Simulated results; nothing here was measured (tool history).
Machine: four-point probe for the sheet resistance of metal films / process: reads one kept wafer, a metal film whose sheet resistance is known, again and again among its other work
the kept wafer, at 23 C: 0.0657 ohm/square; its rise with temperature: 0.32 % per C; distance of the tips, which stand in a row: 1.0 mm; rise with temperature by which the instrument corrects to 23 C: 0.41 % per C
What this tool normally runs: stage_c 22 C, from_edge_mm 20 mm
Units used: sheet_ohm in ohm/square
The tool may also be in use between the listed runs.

run    hour  stage_c  from_edge_mm  sheet_ohm
  1     0.0       22            20   0.066131
  2    68.3       22            20   0.066141
  3   130.7       22            43   0.066092
  4   176.7       22            20   0.066155
  5   251.9       22            20   0.066156
  6   292.4       22            69   0.066053
  7   346.4       25            69   0.065896
  8   417.8       25            69   0.065899
  9   461.3       25            69   0.065896
 10   520.1       22            20   0.066140
 11   589.0       22            20   0.066148
 12   678.7       22            20   0.066141
      683.7  -- stage's thermometer calibrated
 13   741.7       22            20   0.066095
 14   825.8       22            20   0.066088
 15   909.1       22            20   0.066089
 16   994.9       22            20   0.066086
 17  1072.0       22            20   0.066085
 18  1117.5       22            20   0.066061
 19  1200.3       30            20   0.065625
     1216.4  -- stage's thermometer calibrated, once more
 20  1263.5       30            20   0.065832
 21  1306.4       23            20   0.066226
 22  1349.4       23            20   0.066230
 23  1390.3       32             4   0.067768
 24  1441.2       32             4   0.067753
 25  1519.0       33            37   0.065598
 26  1609.7       33            37   0.065599
 27  1690.4       22            66   0.066201
 28  1774.1       34            24   0.065561
 29  1827.6       34            24   0.065577
 30  1910.7       34            24   0.065601
 31  2003.4       34            24   0.065593
 32  2081.6       20             3   0.070047
 33  2142.4       32             8   0.066181
 34  2194.4       22             6   0.067185
 35  2279.9       34            73   0.065544

Run 36 comes next. What will it give?
 36  2370.3       34            73          ?

Run 36 measured sheet_ohm 0.065526 ohm/square.
With no hidden state in the tool, this same run would have given sheet_ohm 0.065087 ohm/square.

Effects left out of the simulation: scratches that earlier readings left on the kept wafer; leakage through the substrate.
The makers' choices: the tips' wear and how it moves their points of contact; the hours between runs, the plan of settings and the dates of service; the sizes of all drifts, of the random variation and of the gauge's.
